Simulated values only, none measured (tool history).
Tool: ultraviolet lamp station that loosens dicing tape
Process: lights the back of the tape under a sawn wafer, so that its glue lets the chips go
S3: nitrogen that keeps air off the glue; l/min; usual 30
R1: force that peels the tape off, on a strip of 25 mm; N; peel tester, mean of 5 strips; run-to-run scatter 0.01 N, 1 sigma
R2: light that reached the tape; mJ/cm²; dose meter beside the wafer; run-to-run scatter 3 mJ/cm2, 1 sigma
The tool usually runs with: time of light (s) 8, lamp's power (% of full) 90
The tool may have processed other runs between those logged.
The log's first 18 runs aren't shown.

run 19 hour=902.2 | time_of_light_(s)=8 lamp's_power_(%_of_full)=66 S3=30 | R1=1.899 R2=196
run 20 hour=936.5 | time_of_light_(s)=8 lamp's_power_(%_of_full)=90 S3=30 | R1=1.295 R2=261
-- hour=959.7 lamp changed
run 21 hour=973.2 | time_of_light_(s)=8 lamp's_power_(%_of_full)=90 S3=30 | R1=0.52 R2=419
run 22 hour=1019.4 | time_of_light_(s)=8 lamp's_power_(%_of_full)=90 S3=30 | R1=0.55 R2=413
run 23 hour=1066.8 | time_of_light_(s)=9 lamp's_power_(%_of_full)=88 S3=58 | R1=0.319 R2=443
run 24 hour=1145.7 | time_of_light_(s)=9 lamp's_power_(%_of_full)=61 S3=47 | R1=0.801 R2=298
run 25 hour=1200 | time_of_light_(s)=13 lamp's_power_(%_of_full)=88 S3=30 | R1=0.255 R2=605
run 26 hour=1259.4 | time_of_light_(s)=13 lamp's_power_(%_of_full)=88 S3=30 | R1=0.269 R2=594
run 27 hour=1332.4 | time_of_light_(s)=10 lamp's_power_(%_of_full)=67 S3=30 | R1=0.865 R2=340
-- hour=1401.2 window cleaned of glue's vapour
run 28 hour=1414.5 | time_of_light_(s)=10 lamp's_power_(%_of_full)=71 S3=26 | R1=0.692 R2=391
run 29 hour=1474.7 | time_of_light_(s)=10 lamp's_power_(%_of_full)=77 S3=26 | R1=0.61 R2=412
run 30 hour=1521 | time_of_light_(s)=4 lamp's_power_(%_of_full)=77 S3=26 | R1=2.528 R2=160
run 31 hour=1595.2 | time_of_light_(s)=4 lamp's_power_(%_of_full)=77 S3=38 | R1=2.217 R2=152
run 32 hour=1675.1 | time_of_light_(s)=4 lamp's_power_(%_of_full)=93 S3=30 | R1=2.09 R2=181
run 33 hour=1732.6 | time_of_light_(s)=7 lamp's_power_(%_of_full)=85 S3=25 | R1=1.284 R2=286
run 34 hour=1788.6 | time_of_light_(s)=7 lamp's_power_(%_of_full)=85 S3=25 | R1=1.359 R2=276
run 35 hour=1849 | time_of_light_(s)=7 lamp's_power_(%_of_full)=93 S3=27 | R1=1.165 R2=293
run 36 hour=1885.3 | time_of_light_(s)=7 lamp's_power_(%_of_full)=93 S3=27 | R1=1.172 R2=290
run 37 hour=1965 | time_of_light_(s)=8 lamp's_power_(%_of_full)=90 S3=30 | R1=0.976 R2=311
run 38 hour=2011.6 | time_of_light_(s)=7 lamp's_power_(%_of_full)=73 S3=14 | R1=2.444 R2=214
run 39 hour=2066.9 | time_of_light_(s)=6 lamp's_power_(%_of_full)=69 S3=44 | R1=1.993 R2=170
run 40 hour=2126.4 | time_of_light_(s)=6 lamp's_power_(%_of_full)=65 S3=54 | R1=2.052 R2=148
run 41 hour=2162.3 | time_of_light_(s)=9 lamp's_power_(%_of_full)=72 S3=30 | R1=1.367 R2=249
run 42 hour=2234.3 | time_of_light_(s)=9 lamp's_power_(%_of_full)=72 S3=30 | R1=1.486 R2=240

Run 43 comes next. What will it give?
run 43 hour=2311.9 | time_of_light_(s)=9 lamp's_power_(%_of_full)=72 S3=30 | R1=? R2=?

R1: 1.522 N
R2: 229 mJ/cm²
With no hidden state in the tool, this same run would have given R1 0.559 N, R2 410 mJ/cm².
